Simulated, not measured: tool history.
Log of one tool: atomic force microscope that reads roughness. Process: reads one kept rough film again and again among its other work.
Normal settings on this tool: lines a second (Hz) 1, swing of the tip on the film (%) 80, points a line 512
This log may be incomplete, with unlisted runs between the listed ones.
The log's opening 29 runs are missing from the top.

| run | hour | lines a second (Hz) | swing of the tip on the film (%) | points a line | pictures with this tip | hours of work since the height scale was calibrated | roughness of the kept film (nm (root mean square)) |
|---|---|---|---|---|---|---|---|
| 30 | 256.4 | 0.5 | 76 | 322 | 234 | 404 | 1.226 |
| 31 | 265.1 | 1.58 | 59 | 483 | 247 | 410 | 1.205 |
| 32 | 270.2 | 3.16 | 78 | 480 | 254 | 414 | 0.971 |
| 33 | 279.1 | 1.44 | 85 | 706 | 267 | 420 | 1.038 |
| 34 | 285.7 | 2.86 | 71 | 512 | 277 | 424 | 1.035 |
| 35 | 291.6 | 1.7 | 74 | 512 | 286 | 428 | 1.091 |
| 36 | 300.7 | 0.73 | 66 | 309 | 299 | 434 | 1.167 |
| 37 | 309.8 | 0.73 | 66 | 309 | 312 | 440 | 1.156 |
| 38 | 317.4 | 1.4 | 60 | 512 | 324 | 445 | 1.157 |
|  | 319.9 | new tip fitted |
| 39 | 323.9 | 0.98 | 57 | 421 | 5 | 449 | 1.506 |
| 40 | 330.8 | 3.03 | 57 | 317 | 16 | 454 | 1.392 |
| 41 | 341.5 | 0.54 | 73 | 678 | 31 | 461 | 1.466 |
| 42 | 347.6 | 0.54 | 73 | 678 | 40 | 465 | 1.451 |
| 43 | 355.6 | 0.54 | 73 | 678 | 52 | 470 | 1.427 |
| 44 | 361.5 | 0.54 | 73 | 678 | 61 | 474 | 1.435 |
| 45 | 371.6 | 0.54 | 73 | 678 | 76 | 481 | 1.413 |
| 46 | 380.8 | 0.54 | 73 | 678 | 89 | 487 | 1.4 |
| 47 | 387.1 | 1 | 57 | 977 | 99 | 491 | 1.41 |
| 48 | 392.6 | 1 | 71 | 692 | 107 | 495 | 1.341 |
| 49 | 399.7 | 1 | 67 | 400 | 117 | 499 | 1.316 |
| 50 | 406.9 | 2.83 | 80 | 512 | 128 | 504 | 1.067 |
| 51 | 416.4 | 2.12 | 69 | 716 | 142 | 510 | 1.223 |
| 52 | 422.2 | 1 | 77 | 839 | 150 | 514 | 1.258 |

Consider 3 possible next runs. They are alternatives, not a sequence: every one starts from the tool as it was left by run 52. What does each give?
| A | 432.6 | 0.78 | 80 | 404 | 166 | 521 | ? |
| B | 432.6 | 1 | 80 | 941 | 166 | 521 | ? |
| C | 432.6 | 1 | 69 | 489 | 166 | 521 | ? |

| run | roughness of the kept film (nm (root mean square)) |
|---|---|
| A | 1.256 |
| B | 1.229 |
| C | 1.272 |
Take away the tool's hidden state, keep each run's random variation, and the runs would have read:
| run | roughness of the kept film (nm (root mean square)) |
|---|---|
| A | 1.457 |
| B | 1.428 |
| C | 1.479 |

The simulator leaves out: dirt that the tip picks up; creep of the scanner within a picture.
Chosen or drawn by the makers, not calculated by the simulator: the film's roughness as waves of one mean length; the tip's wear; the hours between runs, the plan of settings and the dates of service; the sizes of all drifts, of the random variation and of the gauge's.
